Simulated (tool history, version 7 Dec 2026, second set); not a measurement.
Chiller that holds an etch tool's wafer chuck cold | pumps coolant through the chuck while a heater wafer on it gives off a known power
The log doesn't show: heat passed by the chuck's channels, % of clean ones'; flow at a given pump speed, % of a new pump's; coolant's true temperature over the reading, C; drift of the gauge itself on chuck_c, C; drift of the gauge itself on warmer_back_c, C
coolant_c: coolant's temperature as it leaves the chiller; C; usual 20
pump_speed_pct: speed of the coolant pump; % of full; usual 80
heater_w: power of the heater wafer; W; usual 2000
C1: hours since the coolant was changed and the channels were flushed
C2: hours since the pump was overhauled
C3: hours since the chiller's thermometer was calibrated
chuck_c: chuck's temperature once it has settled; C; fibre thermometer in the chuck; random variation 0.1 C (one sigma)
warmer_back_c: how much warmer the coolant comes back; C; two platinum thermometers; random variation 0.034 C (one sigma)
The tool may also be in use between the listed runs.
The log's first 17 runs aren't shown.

Run 18, hour 2341.1: usual settings but pump_speed_pct 86 % of full, heater_w 1525 W; C1 5249; C2 232; C3 352. Result: chuck_c 34.1 C, warmer_back_c 4.2 C.
Run 19, hour 2465.6: usual settings but coolant_c 22 C, pump_speed_pct 78 % of full; C1 5373; C2 356; C3 477. Result: chuck_c 42.2 C, warmer_back_c 6.2 C.
Run 20, hour 2583.9: usual settings but coolant_c 11 C, pump_speed_pct 78 % of full, heater_w 1721 W; C1 5492; C2 474; C3 595. Result: chuck_c 28.3 C, warmer_back_c 5.39 C.
Run 21, hour 2666.6: usual settings but coolant_c 11 C, pump_speed_pct 78 % of full, heater_w 1721 W; C1 5574; C2 557; C3 678. Result: chuck_c 28.4 C, warmer_back_c 5.43 C.
Run 22, hour 2780.7: usual settings but coolant_c 11 C, pump_speed_pct 78 % of full, heater_w 1721 W; C1 5689; C2 671; C3 792. Result: chuck_c 28.5 C, warmer_back_c 5.39 C.
Run 23, hour 2966.3: usual settings but coolant_c 11 C, pump_speed_pct 78 % of full, heater_w 1721 W; C1 5874; C2 857; C3 978. Result: chuck_c 28.5 C, warmer_back_c 5.41 C.
Run 24, hour 3084.8: usual settings but coolant_c 11 C, pump_speed_pct 78 % of full, heater_w 1721 W; C1 5993; C2 975; C3 1096. Result: chuck_c 28.6 C, warmer_back_c 5.47 C.
At hour 3222.4: coolant pump overhauled, once more.
Run 25, hour 3256.3: usual settings but coolant_c 22 C, pump_speed_pct 85 % of full, heater_w 2327 W; C1 6159; C2 34; C3 1262. Result: chuck_c 41.3 C, warmer_back_c 5.75 C.
Run 26, hour 3339.4: usual settings but coolant_c 22 C, pump_speed_pct 89 % of full, heater_w 2327 W; C1 6242; C2 117; C3 1346. Result: chuck_c 40.6 C, warmer_back_c 5.42 C.
Run 27, hour 3423.2: usual settings but coolant_c 22 C, pump_speed_pct 89 % of full, heater_w 2327 W; C1 6326; C2 201; C3 1429. Result: chuck_c 40.6 C, warmer_back_c 5.44 C.
At hour 3487.2: coolant changed, channels flushed.
Run 28, hour 3585: usual settings but pump_speed_pct 98 % of full, heater_w 1611 W; C1 98; C2 357; C3 1585. Result: chuck_c 30.8 C, warmer_back_c 3.41 C.
Run 29, hour 3744.6: usual settings but pump_speed_pct 98 % of full, heater_w 1611 W; C1 257; C2 516; C3 1745. Result: chuck_c 31.2 C, warmer_back_c 3.4 C.
Run 30, hour 3857.4: usual settings but coolant_c 26 C, pump_speed_pct 88 % of full, heater_w 1611 W; C1 370; C2 629; C3 1858. Result: chuck_c 38 C, warmer_back_c 3.85 C.

Forecast each of these 4 alternatives for the next run:
Run A, hour 3990.9: usual settings but coolant_c 15 C, pump_speed_pct 68 % of full, heater_w 1146 W; C1 504; C2 762; C3 1991. Result: chuck_c ?, warmer_back_c ?.
Run B, hour 3990.9: usual settings but coolant_c 14 C, pump_speed_pct 87 % of full, heater_w 2990 W; C1 504; C2 762; C3 1991. Result: chuck_c ?, warmer_back_c ?.
Run C, hour 3990.9: usual settings but coolant_c 22 C; C1 504; C2 762; C3 1991. Result: chuck_c ?, warmer_back_c ?.
Run D, hour 3990.9: usual settings but coolant_c 17 C, heater_w 1069 W; C1 504; C2 762; C3 1991. Result: chuck_c ?, warmer_back_c ?.

run  chuck_c  warmer_back_c
  A     25.8           3.54
  B     36.9           7.16
  C     38.4           5.27
  D     25.6           2.83
Without the tool's hidden state the same runs would have given:
run  chuck_c  warmer_back_c
  A       26           3.53
  B     36.9           7.14
  C     38.4           5.25
  D     25.7           2.82
